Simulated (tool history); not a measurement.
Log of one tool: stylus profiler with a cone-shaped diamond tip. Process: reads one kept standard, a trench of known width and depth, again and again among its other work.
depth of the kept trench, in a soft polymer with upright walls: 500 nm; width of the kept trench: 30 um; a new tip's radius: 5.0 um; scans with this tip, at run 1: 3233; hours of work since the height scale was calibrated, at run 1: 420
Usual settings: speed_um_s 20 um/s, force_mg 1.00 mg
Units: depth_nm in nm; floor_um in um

run   hour  speed_um_s  force_mg  scans with this tip  hours of work since the height scale was calibrated  depth_nm  floor_um
  1    0.0          20      1.00                 3233                                                  420    504.19     25.11
  2   14.2          20      1.00                 3279                                                  426    504.22     25.19
  3   35.3          20      1.00                 3347                                                  435    504.04     25.20
  4   53.9          20      1.00                 3407                                                  443    504.21     25.20
  5   74.7          20      2.29                 3474                                                  451    506.57     25.21
  6   92.3          20      1.67                 3531                                                  459    505.46     25.22
  7  106.1          20      1.67                 3575                                                  465    505.60     25.16
  8  124.1           5      0.56                 3633                                                  472    503.03     25.26
  9  150.9           5      0.56                 3720                                                  483    503.09     25.27
 10  173.6          20      0.41                 3793                                                  493    502.78     25.02
 11  188.2          17      0.41                 3840                                                  499    502.63     25.10
 12  202.7           7      0.34                 3887                                                  505    502.62     25.15
 13  220.8          72      0.79                 3946                                                  513    503.87     24.60

5 ways to go on from here, each from the tool as it stands after run 13. What would each give?
  A  240.5          27      2.54                 4009                                                  521         ?         ?
  B  240.5           7      0.42                 4009                                                  521         ?         ?
  C  240.5          20      0.47                 4009                                                  521         ?         ?
  D  240.5          52      0.55                 4009                                                  521         ?         ?
  E  240.5          37      0.84                 4009                                                  521         ?         ?

run  depth_nm  floor_um
  A    507.26     25.19
  B    502.80     25.19
  C    503.06     25.02
  D    503.28     24.70
  E    503.95     24.89
Without the tool's hidden state the same runs would have given:
run  depth_nm  floor_um
  A    506.28     25.57
  B    501.83     25.57
  C    502.09     25.40
  D    502.31     25.08
  E    502.98     25.27

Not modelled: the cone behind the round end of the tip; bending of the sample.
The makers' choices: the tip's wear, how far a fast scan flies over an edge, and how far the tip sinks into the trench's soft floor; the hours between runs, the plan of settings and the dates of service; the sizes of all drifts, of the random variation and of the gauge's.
